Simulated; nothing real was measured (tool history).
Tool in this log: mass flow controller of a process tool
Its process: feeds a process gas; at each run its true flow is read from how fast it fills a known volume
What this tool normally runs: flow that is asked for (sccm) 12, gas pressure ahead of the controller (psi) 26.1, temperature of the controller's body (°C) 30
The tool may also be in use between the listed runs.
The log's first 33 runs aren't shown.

| run | hour | flow that is asked for (sccm) | gas pressure ahead of the controller (psi) | temperature of the controller's body (°C) | hours of work since the controller was set to zero | hours of work since the controller was changed | true flow (%) |
|---|---|---|---|---|---|---|---|
| 34 | 5327.4 | 11 | 27.7 | 30 | 994 | 2925 | 100.16 |
| 35 | 5470 | 11 | 27.7 | 22 | 1050 | 2981 | 100.36 |
| 36 | 5644.6 | 11 | 27.7 | 22 | 1119 | 3050 | 100.55 |
| 37 | 5791.9 | 11 | 27.7 | 22 | 1177 | 3108 | 100.54 |
| 38 | 6006 | 8 | 27.7 | 29 | 1261 | 3192 | 100.38 |
| 39 | 6099.8 | 5 | 26.1 | 23 | 1298 | 3229 | 100.65 |
| 40 | 6222.9 | 2 | 24.8 | 20 | 1347 | 3278 | 102.05 |
| 41 | 6378.1 | 2 | 24.8 | 20 | 1408 | 3339 | 102.15 |
| 42 | 6582 | 12 | 20.6 | 37 | 1489 | 3419 | 100.5 |
| 43 | 6668.9 | 12 | 27.7 | 30 | 1523 | 3454 | 100.58 |
| 44 | 6821.8 | 12 | 23.1 | 30 | 1583 | 3514 | 100.66 |
| 45 | 6943.3 | 12 | 38.3 | 30 | 1631 | 3562 | 100.31 |
| 46 | 7058.1 | 12 | 38.3 | 30 | 1676 | 3607 | 100.54 |
| 47 | 7193.3 | 12 | 33.5 | 30 | 1730 | 3661 | 100.75 |
| 48 | 7343.1 | 4 | 23.8 | 31 | 1789 | 3720 | 101.21 |

Each row is a separate what-if for the run after 48, all from the same tool condition, not one after another. Results?
| A | 7530.2 | 4 | 27.3 | 31 | 1863 | 3793 | ? |
| B | 7530.2 | 15 | 21.3 | 30 | 1863 | 3793 | ? |
| C | 7530.2 | 12 | 23.8 | 37 | 1863 | 3793 | ? |
| D | 7530.2 | 9 | 25.7 | 22 | 1863 | 3793 | ? |

| run | true flow (%) |
|---|---|
| A | 101.25 |
| B | 101.07 |
| C | 100.63 |
| D | 101.03 |
What these runs would have given with no unlogged condition in the tool:
| run | true flow (%) |
|---|---|
| A | 98.53 |
| B | 99.56 |
| C | 99.01 |
| D | 99.22 |

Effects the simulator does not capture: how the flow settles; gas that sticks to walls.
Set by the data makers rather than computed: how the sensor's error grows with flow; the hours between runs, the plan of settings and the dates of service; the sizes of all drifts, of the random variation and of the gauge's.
